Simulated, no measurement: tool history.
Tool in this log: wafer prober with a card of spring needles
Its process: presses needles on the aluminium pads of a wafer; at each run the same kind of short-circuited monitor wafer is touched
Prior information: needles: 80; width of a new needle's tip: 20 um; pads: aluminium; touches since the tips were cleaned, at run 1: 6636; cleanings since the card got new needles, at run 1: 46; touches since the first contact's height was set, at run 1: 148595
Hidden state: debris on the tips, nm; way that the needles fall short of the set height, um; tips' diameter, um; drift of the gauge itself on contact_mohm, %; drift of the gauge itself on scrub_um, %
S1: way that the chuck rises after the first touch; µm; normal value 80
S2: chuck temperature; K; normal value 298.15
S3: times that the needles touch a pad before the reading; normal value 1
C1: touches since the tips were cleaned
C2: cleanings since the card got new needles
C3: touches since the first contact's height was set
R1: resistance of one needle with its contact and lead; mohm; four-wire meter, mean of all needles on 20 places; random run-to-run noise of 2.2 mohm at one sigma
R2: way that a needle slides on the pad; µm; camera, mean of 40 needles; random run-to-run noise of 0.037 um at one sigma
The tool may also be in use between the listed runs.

run,day,S1,S2,S3,C1,C2,C3,R1,R2
1,0.000,80,298.15,1,6636,46,148595,239,18.02
# day 0.525: tips cleaned on abrasive film
# day 1.679: tips cleaned on abrasive film
# day 2.362: height of the first contact set anew
# day 2.792: tips cleaned on abrasive film
2,3.338,80,298.15,1,4661,49,8283,238,18.00
# day 3.988: tips cleaned on abrasive film
# day 5.250: tips cleaned on abrasive film
3,6.017,80,298.15,2,6522,51,31092,242,18.06
# day 6.508: tips cleaned on abrasive film
# day 7.688: tips cleaned on abrasive film
4,8.204,80,298.15,1,4449,53,49741,237,17.97
# day 8.858: tips cleaned on abrasive film
5,9.888,80,298.15,1,8774,54,64056,237,18.02
# day 10.042: tips cleaned on abrasive film
# day 11.125: tips cleaned on abrasive film
# day 12.358: tips cleaned on abrasive film
6,12.808,80,298.15,1,3823,57,88907,240,18.02
# day 13.592: tips cleaned on abrasive film
# day 14.646: tips cleaned on abrasive film
7,15.604,80,298.15,2,8198,59,112735,235,18.03
# day 15.762: tips cleaned on abrasive film
# day 16.846: tips cleaned on abrasive film
# day 17.971: tips cleaned on abrasive film
8,18.162,80,298.15,2,1657,62,134482,243,18.01
# day 19.096: tips cleaned on abrasive film
# day 20.229: tips cleaned on abrasive film
9,20.229,80,298.15,2,0,64,152072,239,18.05
# day 21.400: tips cleaned on abrasive film
# day 22.258: height of the first contact set anew
# day 22.512: tips cleaned on abrasive film
10,22.825,80,298.15,2,2692,66,4827,239,18.02
# day 23.558: tips cleaned on abrasive film
# day 24.825: tips cleaned on abrasive film
# day 26.012: tips cleaned on abrasive film
11,26.083,80,298.15,2,629,69,32550,240,18.00
# day 27.133: tips cleaned on abrasive film
# day 28.242: tips cleaned on abrasive film
# day 29.379: tips cleaned on abrasive film
12,29.417,81,391.15,1,316,72,60925,260,18.23
# day 30.575: tips cleaned on abrasive film
# day 31.796: tips cleaned on abrasive film
13,32.212,81,391.15,1,3538,74,84723,260,18.25

Run 14 is up next; what results do you expect?
# day 32.900: tips cleaned on abrasive film
# day 34.017: tips cleaned on abrasive film
14,34.571,81,318.15,1,4753,76,104821,?,?

R1: 245 mohm
R2: 18.22 µm
On a tool with no hidden condition, and with the same random variation, this run would have come out at R1 245 mohm, R2 18.23 µm.

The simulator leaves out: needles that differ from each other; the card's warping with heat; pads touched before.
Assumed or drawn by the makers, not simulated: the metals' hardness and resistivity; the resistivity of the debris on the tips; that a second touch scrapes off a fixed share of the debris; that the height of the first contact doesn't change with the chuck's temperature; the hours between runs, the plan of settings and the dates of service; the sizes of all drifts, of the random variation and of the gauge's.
